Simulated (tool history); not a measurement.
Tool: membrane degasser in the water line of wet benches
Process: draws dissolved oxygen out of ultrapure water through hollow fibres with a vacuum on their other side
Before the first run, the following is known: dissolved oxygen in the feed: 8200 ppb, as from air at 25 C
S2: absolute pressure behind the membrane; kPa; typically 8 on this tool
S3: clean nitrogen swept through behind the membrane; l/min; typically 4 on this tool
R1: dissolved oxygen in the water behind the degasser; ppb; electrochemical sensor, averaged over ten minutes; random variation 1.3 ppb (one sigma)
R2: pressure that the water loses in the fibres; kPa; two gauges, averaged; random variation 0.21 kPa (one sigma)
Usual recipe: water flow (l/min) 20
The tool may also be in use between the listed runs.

Run 1, hour 0: usual settings. Result: R1 142.5 ppb, R2 53.74 kPa.
Run 2, hour 199.7: usual settings but water flow (l/min) 13. Result: R1 71.4 ppb, R2 35.1 kPa.
Run 3, hour 418.7: usual settings but water flow (l/min) 13. Result: R1 72.3 ppb, R2 35.46 kPa.
Run 4, hour 542.2: usual settings but water flow (l/min) 13. Result: R1 71.5 ppb, R2 35.22 kPa.
At hour 599.8: vacuum gauge calibrated.
Run 5, hour 732.7: usual settings but S2 6.27 kPa. Result: R1 126.3 ppb, R2 54.44 kPa.
Run 6, hour 928.9: usual settings but water flow (l/min) 21. Result: R1 160.4 ppb, R2 57.33 kPa.
Run 7, hour 1095.3: usual settings but water flow (l/min) 21. Result: R1 159.2 ppb, R2 57.86 kPa.
At hour 1178.2: vacuum gauge calibrated, once more.
Run 8, hour 1215: usual settings. Result: R1 145.1 ppb, R2 54.65 kPa.
Run 9, hour 1361: usual settings. Result: R1 146.4 ppb, R2 54.48 kPa.
Run 10, hour 1538.2: usual settings. Result: R1 146.4 ppb, R2 54.78 kPa.
Run 11, hour 1709.8: usual settings. Result: R1 146.8 ppb, R2 54.82 kPa.
Run 12, hour 1810.8: usual settings. Result: R1 150.9 ppb, R2 55.32 kPa.
Run 13, hour 1943.6: usual settings. Result: R1 148.6 ppb, R2 54.99 kPa.
Run 14, hour 2111.2: usual settings. Result: R1 148.1 ppb, R2 55.03 kPa.
Run 15, hour 2335.4: usual settings. Result: R1 150 ppb, R2 54.89 kPa.
Run 16, hour 2500: usual settings. Result: R1 149.8 ppb, R2 55.22 kPa.
Run 17, hour 2745.4: usual settings. Result: R1 149.5 ppb, R2 55.12 kPa.
Run 18, hour 2983.4: usual settings. Result: R1 153 ppb, R2 54.96 kPa.
Run 19, hour 3181.4: usual settings but water flow (l/min) 13, S3 1.65 l/min. Result: R1 126.5 ppb, R2 35.77 kPa.
Run 20, hour 3415.7: usual settings but water flow (l/min) 13, S3 1.65 l/min. Result: R1 129.9 ppb, R2 35.78 kPa.
Run 21, hour 3583: usual settings but water flow (l/min) 16, S2 6.8 kPa, S3 2.17 l/min. Result: R1 125 ppb, R2 44.65 kPa.
Run 22, hour 3813.6: usual settings but water flow (l/min) 15, S2 9.91 kPa, S3 2.11 l/min. Result: R1 166.4 ppb, R2 41.78 kPa.
Run 23, hour 3917.5: usual settings but water flow (l/min) 15, S2 9.91 kPa, S3 2.11 l/min. Result: R1 169.7 ppb, R2 41.56 kPa.
Run 24, hour 4153.4: usual settings but S3 4.21 l/min. Result: R1 156.2 ppb, R2 55.9 kPa.
Run 25, hour 4341.4: usual settings but water flow (l/min) 16. Result: R1 107 ppb, R2 44.82 kPa.
Run 26, hour 4478.6: usual settings but water flow (l/min) 28, S2 5.86 kPa. Result: R1 230.4 ppb, R2 77.26 kPa.
Run 27, hour 4631.7: usual settings but S3 3.45 l/min. Result: R1 169.1 ppb, R2 56.11 kPa.

For run 28, what comes out?
At hour 4711.7: seals of the vacuum lines changed.
Run 28, hour 4767.2: usual settings but S2 4.88 kPa, S3 3.1 l/min. Result: R1 ?, R2 ?.

Run 28 measured R1 128.5 ppb, R2 55.73 kPa.
Take away the tool's hidden state, keep the run-to-run variation as it was, and the same run would have given R1 92.6 ppb, R2 51.01 kPa.
